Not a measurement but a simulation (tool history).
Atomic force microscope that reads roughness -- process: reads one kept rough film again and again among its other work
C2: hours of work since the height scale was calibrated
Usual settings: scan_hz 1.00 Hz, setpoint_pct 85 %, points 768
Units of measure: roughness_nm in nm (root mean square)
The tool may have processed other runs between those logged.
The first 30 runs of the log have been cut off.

{"run": 31, "hour": 1245.3, "scan_hz": 1.0, "setpoint_pct": 57, "points": 768, "pictures with this tip": 330, "C2": 1464, "roughness_nm": 1.802}
{"hour": 1250.2, "done": "new tip fitted"}
{"run": 32, "hour": 1296.3, "scan_hz": 3.4, "setpoint_pct": 85, "points": 768, "pictures with this tip": 97, "C2": 1497, "roughness_nm": 1.968}
{"run": 33, "hour": 1333.8, "scan_hz": 3.4, "setpoint_pct": 85, "points": 768, "pictures with this tip": 177, "C2": 1522, "roughness_nm": 1.694}
{"run": 34, "hour": 1371.0, "scan_hz": 3.4, "setpoint_pct": 85, "points": 768, "pictures with this tip": 255, "C2": 1546, "roughness_nm": 1.5}
{"hour": 1412.8, "done": "new tip fitted"}
{"run": 35, "hour": 1418.8, "scan_hz": 3.43, "setpoint_pct": 85, "points": 768, "pictures with this tip": 12, "C2": 1577, "roughness_nm": 2.428}
{"run": 36, "hour": 1452.6, "scan_hz": 1.27, "setpoint_pct": 59, "points": 768, "pictures with this tip": 84, "C2": 1599, "roughness_nm": 2.728}
{"run": 37, "hour": 1497.6, "scan_hz": 1.27, "setpoint_pct": 59, "points": 768, "pictures with this tip": 179, "C2": 1628, "roughness_nm": 2.248}
{"run": 38, "hour": 1548.0, "scan_hz": 2.56, "setpoint_pct": 61, "points": 463, "pictures with this tip": 286, "C2": 1661, "roughness_nm": 1.799}
{"hour": 1576.1, "done": "new tip fitted"}
{"run": 39, "hour": 1598.8, "scan_hz": 3.28, "setpoint_pct": 66, "points": 692, "pictures with this tip": 48, "C2": 1693, "roughness_nm": 2.677}
{"run": 40, "hour": 1623.1, "scan_hz": 3.28, "setpoint_pct": 66, "points": 692, "pictures with this tip": 100, "C2": 1709, "roughness_nm": 2.379}
{"run": 41, "hour": 1659.1, "scan_hz": 3.28, "setpoint_pct": 66, "points": 692, "pictures with this tip": 176, "C2": 1732, "roughness_nm": 2.063}
{"run": 42, "hour": 1709.0, "scan_hz": 3.28, "setpoint_pct": 66, "points": 692, "pictures with this tip": 281, "C2": 1765, "roughness_nm": 1.739}
{"hour": 1740.0, "done": "new tip fitted"}
{"run": 43, "hour": 1750.2, "scan_hz": 1.38, "setpoint_pct": 66, "points": 840, "pictures with this tip": 21, "C2": 1791, "roughness_nm": 3.101}
{"run": 44, "hour": 1778.9, "scan_hz": 2.74, "setpoint_pct": 59, "points": 840, "pictures with this tip": 82, "C2": 1810, "roughness_nm": 2.662}
{"run": 45, "hour": 1807.8, "scan_hz": 1.0, "setpoint_pct": 68, "points": 686, "pictures with this tip": 143, "C2": 1829, "roughness_nm": 2.402}
{"run": 46, "hour": 1843.1, "scan_hz": 1.0, "setpoint_pct": 68, "points": 686, "pictures with this tip": 218, "C2": 1852, "roughness_nm": 2.071}
{"run": 47, "hour": 1882.1, "scan_hz": 1.0, "setpoint_pct": 68, "points": 686, "pictures with this tip": 301, "C2": 1877, "roughness_nm": 1.831}
{"hour": 1901.1, "done": "new tip fitted"}
{"run": 48, "hour": 1921.6, "scan_hz": 1.0, "setpoint_pct": 69, "points": 768, "pictures with this tip": 43, "C2": 1903, "roughness_nm": 2.946}
{"run": 49, "hour": 1951.9, "scan_hz": 1.0, "setpoint_pct": 69, "points": 768, "pictures with this tip": 107, "C2": 1922, "roughness_nm": 2.561}
{"run": 50, "hour": 1996.9, "scan_hz": 0.79, "setpoint_pct": 86, "points": 768, "pictures with this tip": 202, "C2": 1951, "roughness_nm": 2.033}
{"run": 51, "hour": 2052.7, "scan_hz": 3.43, "setpoint_pct": 67, "points": 833, "pictures with this tip": 320, "C2": 1988, "roughness_nm": 1.59}
{"hour": 2063.8, "done": "new tip fitted"}
{"run": 52, "hour": 2098.3, "scan_hz": 0.61, "setpoint_pct": 77, "points": 394, "pictures with this tip": 73, "C2": 2017, "roughness_nm": 2.746}

Alternative continuations, all from the tool just after run 52; predict every row:
{"run": "A", "hour": 2152.8, "scan_hz": 3.38, "setpoint_pct": 85, "points": 421, "pictures with this tip": 188, "C2": 2053, "roughness_nm": "?"}
{"run": "B", "hour": 2152.8, "scan_hz": 0.61, "setpoint_pct": 84, "points": 366, "pictures with this tip": 188, "C2": 2053, "roughness_nm": "?"}
{"run": "C", "hour": 2152.8, "scan_hz": 0.6, "setpoint_pct": 85, "points": 608, "pictures with this tip": 188, "C2": 2053, "roughness_nm": "?"}

run=A roughness_nm=1.608
run=B roughness_nm=2.106
run=C roughness_nm=2.129
What these runs would have given with no unlogged condition in the tool:
run=A roughness_nm=2.523
run=B roughness_nm=3.298
run=C roughness_nm=3.336
